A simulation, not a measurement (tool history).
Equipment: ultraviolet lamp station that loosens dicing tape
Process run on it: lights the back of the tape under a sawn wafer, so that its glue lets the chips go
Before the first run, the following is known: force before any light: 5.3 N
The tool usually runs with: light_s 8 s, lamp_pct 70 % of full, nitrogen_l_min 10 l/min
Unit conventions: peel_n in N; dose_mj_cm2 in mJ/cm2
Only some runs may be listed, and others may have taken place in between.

run,hour,light_s,lamp_pct,nitrogen_l_min,peel_n,dose_mj_cm2
1,0.0,8,70,10,0.570,214
2,7.6,8,70,16,0.422,209
3,17.9,8,70,16,0.395,210
4,30.5,8,70,16,0.422,206
5,37.3,8,70,16,0.409,207
6,44.6,8,70,11,0.559,209
7,52.5,8,70,11,0.546,205
8,63.1,8,70,11,0.553,207
9,72.1,6,70,10,1.027,157
10,81.6,6,70,10,1.001,151
11,91.4,6,81,10,0.820,175
12,102.9,8,63,10,0.764,179
13,112.1,8,63,6,1.076,183
14,123.1,8,63,6,1.069,180
15,135.9,9,71,4,0.976,228
16,147.0,8,63,5,1.219,180

What does the tool deliver on the next run?
17,157.3,14,82,20,?,?

{"run 17": {"peel_n": 0.094, "dose_mj_cm2": 405}}
Without the tool's hidden state the same run would have given peel_n 0.081 N, dose_mj_cm2 493 mJ/cm2.
